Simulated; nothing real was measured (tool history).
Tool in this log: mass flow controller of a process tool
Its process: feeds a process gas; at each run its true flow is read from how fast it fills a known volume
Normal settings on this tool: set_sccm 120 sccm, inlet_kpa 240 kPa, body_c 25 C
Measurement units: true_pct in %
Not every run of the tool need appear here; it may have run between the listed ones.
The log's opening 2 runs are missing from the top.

run	hour	set_sccm	inlet_kpa	body_c	true_pct
3	605.5	120	240	31	99.49
4	812.4	120	240	31	99.50
5	1019.1	120	240	31	99.56
6	1278.6	120	240	31	99.71
7	1533.2	120	240	31	99.77
8	1794.9	120	240	31	99.92
9	2012.2	120	240	25	99.29
10	2346.9	173	240	25	100.32
11	2620.9	120	240	25	99.53
12	2772.9	120	240	25	99.71
13	3100.7	120	240	25	99.73
14	3359.7	120	240	40	101.57
15	3556.0	120	240	40	101.69
16	3713.3	120	240	40	101.83
17	3900.3	120	240	40	101.77

For run 18, what comes out?
# hour 4142.5: controller's zero set anew
18	4146.0	29	272	40	?

true_pct: 100.18 %
On a tool with no hidden condition, and with the same random variation, this run would have come out at true_pct 98.54 %.
